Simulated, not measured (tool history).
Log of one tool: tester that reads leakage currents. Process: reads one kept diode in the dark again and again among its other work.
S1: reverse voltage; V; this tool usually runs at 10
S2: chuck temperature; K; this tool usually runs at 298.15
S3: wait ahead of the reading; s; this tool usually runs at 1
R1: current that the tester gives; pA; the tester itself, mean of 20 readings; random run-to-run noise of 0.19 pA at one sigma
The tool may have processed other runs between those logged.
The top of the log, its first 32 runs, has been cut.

Run 33, day 38.983: usual settings but S1 5.3 V, S2 302.15 K, S3 0.71 s. Result: R1 60.32 pA.
Run 34, day 39.904: usual settings but S1 5 V, S3 2.91 s. Result: R1 43.05 pA.
Run 35, day 41.2: usual settings but S1 5 V, S3 2.91 s. Result: R1 43.05 pA.
Run 36, day 42.271: usual settings but S1 3.1 V, S2 294.15 K, S3 0.73 s. Result: R1 25.6 pA.
Run 37, day 43.121: usual settings but S1 3.1 V, S2 294.15 K, S3 0.73 s. Result: R1 25.81 pA.
Run 38, day 44.096: usual settings but S1 1.1 V, S2 327.15 K, S3 0.73 s. Result: R1 140.33 pA.
Run 39, day 45.596: usual settings but S1 1.1 V, S2 327.15 K, S3 0.73 s. Result: R1 140.7 pA.
Run 40, day 47.096: usual settings but S1 4.3 V, S2 304.15 K, S3 1.56 s. Result: R1 62.28 pA.

Alternative continuations, all from the tool just after run 40; predict every row:
Run A, day 48.017: usual settings but S1 1.6 V, S2 330.15 K, S3 9.65 s. Result: R1 ?.
Run B, day 48.017: usual settings but S1 4.3 V, S2 304.15 K, S3 5.22 s. Result: R1 ?.
Run C, day 48.017: usual settings but S1 4.4 V, S2 313.15 K, S3 0.38 s. Result: R1 ?.
Run D, day 48.017: usual settings but S3 6.1 s. Result: R1 ?.

run      R1
  A     206
  B   62.06
  C  119.09
  D   64.21
With the hidden condition removed and each run's random variation left untouched, the same runs would have given:
run      R1
  A  200.76
  B   58.91
  C  114.61
  D   59.06
